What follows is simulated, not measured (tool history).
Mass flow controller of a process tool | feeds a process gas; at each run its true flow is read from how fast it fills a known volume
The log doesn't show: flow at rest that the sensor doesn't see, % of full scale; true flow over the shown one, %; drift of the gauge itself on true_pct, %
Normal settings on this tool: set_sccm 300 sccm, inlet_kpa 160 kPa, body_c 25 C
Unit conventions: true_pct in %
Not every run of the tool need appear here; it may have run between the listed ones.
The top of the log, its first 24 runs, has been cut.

run    hour  set_sccm  inlet_kpa  body_c  hours of work since the controller was set to zero  hours of work since the controller was changed  true_pct
     5552.3  -- controller's zero set anew
 25  5717.1       108        232      30                                                  95                                            4156     99.93
 26  5946.7       894        232      30                                                 227                                            4288    100.35
 27  6201.4       894        232      30                                                 374                                            4435    100.44
 28  6454.8       894        232      30                                                 520                                            4581    100.41
 29  6719.1       200        224      36                                                 672                                            4733    100.62
 30  6927.1       200        185      36                                                 792                                            4853     100.8
 31  7202.8       300        160      30                                                 950                                            5012    100.36
 32  7352.7       212        198      25                                                1037                                            5098     99.55
 33    7588       212        198      25                                                1172                                            5233      99.4
     7771.1  -- controller exchanged for a calibrated one
 34  7882.8       120        233      25                                                  64                                              64     99.23
 35  8010.5       534        160      25                                                 138                                             138     99.98

Below are 4 alternative next runs, each starting from the tool's condition after run 35. Predict each:
  A  8154.2       983        160      25                                                 221                                             221         ?
  B  8154.2       481        160      25                                                 221                                             221         ?
  C  8154.2       157        204      25                                                 221                                             221         ?
  D  8154.2       608        270      25                                                 221                                             221         ?

run  true_pct
  A     100.2
  B     99.91
  C     99.45
  D     99.27
With no hidden state in the tool, these same runs would have given:
run  true_pct
  A     100.2
  B     99.91
  C     99.45
  D     99.27
